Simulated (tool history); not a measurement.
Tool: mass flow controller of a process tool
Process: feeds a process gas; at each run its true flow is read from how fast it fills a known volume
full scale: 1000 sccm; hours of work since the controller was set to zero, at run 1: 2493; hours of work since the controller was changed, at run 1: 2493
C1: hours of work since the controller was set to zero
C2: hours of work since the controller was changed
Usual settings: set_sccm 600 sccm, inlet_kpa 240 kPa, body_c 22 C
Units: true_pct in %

Run 1, day 0: usual settings; C1 2493; C2 2493. Result: true_pct 99.34 %.
Run 2, day 10.896: usual settings but inlet_kpa 144 kPa; C1 2572; C2 2572. Result: true_pct 98.44 %.
Run 3, day 16.95: usual settings; C1 2617; C2 2617. Result: true_pct 99.13 %.
Run 4, day 28.717: usual settings but inlet_kpa 265 kPa; C1 2703; C2 2703. Result: true_pct 99.25 %.
Run 5, day 39.467: usual settings but inlet_kpa 265 kPa; C1 2781; C2 2781. Result: true_pct 99.2 %.
Run 6, day 47.125: usual settings but set_sccm 982 sccm, inlet_kpa 156 kPa, body_c 32 C; C1 2837; C2 2837. Result: true_pct 99.67 %.
Run 7, day 60.479: usual settings but set_sccm 672 sccm, inlet_kpa 142 kPa; C1 2935; C2 2935. Result: true_pct 98.18 %.
Run 8, day 67.012: usual settings but set_sccm 353 sccm, inlet_kpa 142 kPa, body_c 21 C; C1 2982; C2 2982. Result: true_pct 97.42 %.
Run 9, day 79: usual settings but set_sccm 189 sccm, inlet_kpa 208 kPa, body_c 23 C; C1 3070; C2 3070. Result: true_pct 97.52 %.
Run 10, day 92.017: usual settings but set_sccm 100 sccm, inlet_kpa 208 kPa, body_c 25 C; C1 3165; C2 3165. Result: true_pct 97.43 %.

Forecast each of these 5 alternatives for the next run:
Run A, day 100.029: usual settings but body_c 25 C; C1 3223; C2 3223. Result: true_pct ?.
Run B, day 100.029: usual settings but set_sccm 288 sccm, inlet_kpa 196 kPa, body_c 25 C; C1 3223; C2 3223. Result: true_pct ?.
Run C, day 100.029: usual settings but inlet_kpa 208 kPa; C1 3223; C2 3223. Result: true_pct ?.
Run D, day 100.029: usual settings but set_sccm 366 sccm, inlet_kpa 170 kPa; C1 3223; C2 3223. Result: true_pct ?.
Run E, day 100.029: usual settings but set_sccm 789 sccm, inlet_kpa 208 kPa; C1 3223; C2 3223. Result: true_pct ?.

run  true_pct
  A     98.64
  B     97.66
  C     98.21
  D     97.48
  E     98.49
Without the tool's hidden state the same runs would have given:
run  true_pct
  A     99.48
  B      98.5
  C     99.05
  D     98.32
  E     99.33
